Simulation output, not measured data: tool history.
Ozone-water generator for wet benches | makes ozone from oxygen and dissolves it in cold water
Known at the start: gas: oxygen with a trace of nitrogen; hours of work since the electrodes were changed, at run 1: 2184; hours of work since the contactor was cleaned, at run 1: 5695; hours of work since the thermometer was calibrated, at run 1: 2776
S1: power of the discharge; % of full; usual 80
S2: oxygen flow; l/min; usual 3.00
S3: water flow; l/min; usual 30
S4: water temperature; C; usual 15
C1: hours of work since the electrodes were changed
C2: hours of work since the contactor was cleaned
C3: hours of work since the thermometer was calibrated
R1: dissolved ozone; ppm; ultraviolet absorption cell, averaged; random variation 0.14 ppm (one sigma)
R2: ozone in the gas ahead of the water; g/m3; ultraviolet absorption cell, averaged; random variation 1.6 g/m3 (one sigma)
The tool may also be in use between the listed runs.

run 1 day=0.000 | S1=80 S2=3.00 S3=30 S4=15 | C1=2184 C2=5695 C3=2776 | R1=16.2 R2=291.1
run 2 day=3.542 | S1=80 S2=3.00 S3=30 S4=15 | C1=2236 C2=5747 C3=2828 | R1=16.4 R2=288.9
run 3 day=7.346 | S1=80 S2=3.00 S3=30 S4=15 | C1=2293 C2=5804 C3=2884 | R1=16.2 R2=287.9
run 4 day=10.796 | S1=80 S2=1.56 S3=30 S4=15 | C1=2344 C2=5855 C3=2935 | R1=11.7 R2=358.0
run 5 day=14.021 | S1=82 S2=3.00 S3=30 S4=15 | C1=2391 C2=5902 C3=2983 | R1=16.3 R2=295.1
run 6 day=17.775 | S1=82 S2=3.00 S3=30 S4=14 | C1=2447 C2=5958 C3=3039 | R1=16.5 R2=294.0
run 7 day=20.708 | S1=82 S2=3.00 S3=30 S4=14 | C1=2490 C2=6001 C3=3082 | R1=16.7 R2=290.7
run 8 day=25.733 | S1=82 S2=3.00 S3=30 S4=14 | C1=2565 C2=6076 C3=3156 | R1=16.7 R2=293.0
run 9 day=30.912 | S1=82 S2=3.00 S3=30 S4=14 | C1=2641 C2=6153 C3=3233 | R1=16.3 R2=291.4
run 10 day=34.554 | S1=82 S2=3.00 S3=30 S4=14 | C1=2695 C2=6206 C3=3287 | R1=16.5 R2=293.3
run 11 day=40.475 | S1=82 S2=3.00 S3=30 S4=14 | C1=2783 C2=6294 C3=3375 | R1=16.3 R2=292.0
run 12 day=46.033 | S1=82 S2=3.00 S3=30 S4=14 | C1=2865 C2=6376 C3=3457 | R1=16.2 R2=293.4
run 13 day=49.979 | S1=82 S2=3.00 S3=30 S4=14 | C1=2924 C2=6435 C3=3515 | R1=16.1 R2=292.7
run 14 day=52.446 | S1=82 S2=3.00 S3=30 S4=14 | C1=2960 C2=6471 C3=3552 | R1=16.4 R2=291.5
run 15 day=54.979 | S1=82 S2=3.00 S3=30 S4=14 | C1=2998 C2=6509 C3=3589 | R1=16.5 R2=289.2
run 16 day=60.150 | S1=82 S2=3.00 S3=30 S4=14 | C1=3074 C2=6585 C3=3666 | R1=16.4 R2=291.2
-- day=62.588 water thermometer calibrated
run 17 day=64.858 | S1=82 S2=3.28 S3=47 S4=14 | C1=3143 C2=6655 C3=34 | R1=9.7 R2=285.1
run 18 day=69.471 | S1=82 S2=3.28 S3=47 S4=14 | C1=3212 C2=6723 C3=102 | R1=9.8 R2=281.2
run 19 day=74.138 | S1=82 S2=1.87 S3=47 S4=14 | C1=3281 C2=6792 C3=171 | R1=7.1 R2=339.2
run 20 day=78.721 | S1=82 S2=1.87 S3=47 S4=14 | C1=3349 C2=6860 C3=239 | R1=7.1 R2=338.9
run 21 day=82.771 | S1=52 S2=4.51 S3=46 S4=12 | C1=3409 C2=6920 C3=299 | R1=9.0 R2=191.4
run 22 day=87.638 | S1=80 S2=1.65 S3=30 S4=15 | C1=3481 C2=6992 C3=371 | R1=11.6 R2=343.4
run 23 day=91.596 | S1=78 S2=5.22 S3=26 S4=9 | C1=3539 C2=7050 C3=429 | R1=24.3 R2=233.2
run 24 day=95.308 | S1=80 S2=4.90 S3=39 S4=20 | C1=3594 C2=7105 C3=484 | R1=13.8 R2=244.2
run 25 day=98.433 | S1=89 S2=2.44 S3=30 S4=15 | C1=3640 C2=7152 C3=531 | R1=15.4 R2=326.4
run 26 day=103.871 | S1=89 S2=2.44 S3=30 S4=15 | C1=3721 C2=7232 C3=611 | R1=15.0 R2=326.7
run 27 day=108.708 | S1=63 S2=3.00 S3=30 S4=15 | C1=3793 C2=7304 C3=683 | R1=13.5 R2=246.0
run 28 day=112.154 | S1=77 S2=3.00 S3=24 S4=15 | C1=3844 C2=7355 C3=734 | R1=19.8 R2=278.0
run 29 day=116.917 | S1=80 S2=3.00 S3=30 S4=10 | C1=3914 C2=7425 C3=804 | R1=16.2 R2=283.1
run 30 day=121.708 | S1=80 S2=4.21 S3=30 S4=10 | C1=3985 C2=7496 C3=875 | R1=18.6 R2=253.1
run 31 day=125.550 | S1=66 S2=4.76 S3=30 S4=15 | C1=4042 C2=7553 C3=932 | R1=16.8 R2=217.7
run 32 day=129.625 | S1=65 S2=4.57 S3=37 S4=9 | C1=4102 C2=7613 C3=992 | R1=13.5 R2=218.5

Forecast each of these 3 alternatives for the next run:
run A day=133.379 | S1=65 S2=4.78 S3=23 S4=9 | C1=4158 C2=7669 C3=1048 | R1=? R2=?
run B day=133.379 | S1=65 S2=4.57 S3=43 S4=9 | C1=4158 C2=7669 C3=1048 | R1=? R2=?
run C day=133.379 | S1=80 S2=3.00 S3=38 S4=15 | C1=4158 C2=7669 C3=1048 | R1=? R2=?

run=A R1=23.3 R2=213.3
run=B R1=11.2 R2=221.1
run=C R1=11.7 R2=280.0
Without the tool's hidden state the same runs would have given:
run=A R1=25.4 R2=224.5
run=B R1=12.4 R2=232.7
run=C R1=13.0 R2=296.7

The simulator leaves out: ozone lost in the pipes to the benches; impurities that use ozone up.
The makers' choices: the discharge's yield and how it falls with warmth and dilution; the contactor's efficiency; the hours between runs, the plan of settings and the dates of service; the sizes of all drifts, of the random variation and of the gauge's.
